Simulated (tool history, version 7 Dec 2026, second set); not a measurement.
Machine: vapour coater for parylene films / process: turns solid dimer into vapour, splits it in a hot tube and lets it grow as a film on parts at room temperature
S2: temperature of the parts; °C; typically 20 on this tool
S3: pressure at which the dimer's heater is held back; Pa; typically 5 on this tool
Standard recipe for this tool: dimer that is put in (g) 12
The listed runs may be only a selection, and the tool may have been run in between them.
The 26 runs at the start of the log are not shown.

run 27 hour=917.4 | dimer_that_is_put_in_(g)=12 S2=28 S3=7.11 | thickness_of_the_film_(nm)=1580
-- hour=937.2 table's thermometer calibrated
run 28 hour=959.9 | dimer_that_is_put_in_(g)=9 S2=20 S3=3.11 | thickness_of_the_film_(nm)=1570
run 29 hour=1003.3 | dimer_that_is_put_in_(g)=9 S2=20 S3=7.99 | thickness_of_the_film_(nm)=1390
run 30 hour=1050.3 | dimer_that_is_put_in_(g)=5 S2=19 S3=5.64 | thickness_of_the_film_(nm)=820
-- hour=1071.7 trap's valve overhauled
run 31 hour=1092.6 | dimer_that_is_put_in_(g)=5 S2=19 S3=5.64 | thickness_of_the_film_(nm)=820
run 32 hour=1134.1 | dimer_that_is_put_in_(g)=21 S2=19 S3=5 | thickness_of_the_film_(nm)=3530
run 33 hour=1164.3 | dimer_that_is_put_in_(g)=14 S2=20 S3=9.57 | thickness_of_the_film_(nm)=2140
run 34 hour=1185 | dimer_that_is_put_in_(g)=19 S2=21 S3=4.84 | thickness_of_the_film_(nm)=3090

3 ways to go on from here, each from the tool as it stands after run 34. What would each give?
run A hour=1230.7 | dimer_that_is_put_in_(g)=6 S2=20 S3=5 | thickness_of_the_film_(nm)=?
run B hour=1230.7 | dimer_that_is_put_in_(g)=5 S2=14 S3=4.84 | thickness_of_the_film_(nm)=?
run C hour=1230.7 | dimer_that_is_put_in_(g)=7 S2=20 S3=5 | thickness_of_the_film_(nm)=?

run=A thickness_of_the_film_(nm)=980
run=B thickness_of_the_film_(nm)=920
run=C thickness_of_the_film_(nm)=1150
Without the tool's hidden state the same runs would have given:
run=A thickness_of_the_film_(nm)=980
run=B thickness_of_the_film_(nm)=920
run=C thickness_of_the_film_(nm)=1150

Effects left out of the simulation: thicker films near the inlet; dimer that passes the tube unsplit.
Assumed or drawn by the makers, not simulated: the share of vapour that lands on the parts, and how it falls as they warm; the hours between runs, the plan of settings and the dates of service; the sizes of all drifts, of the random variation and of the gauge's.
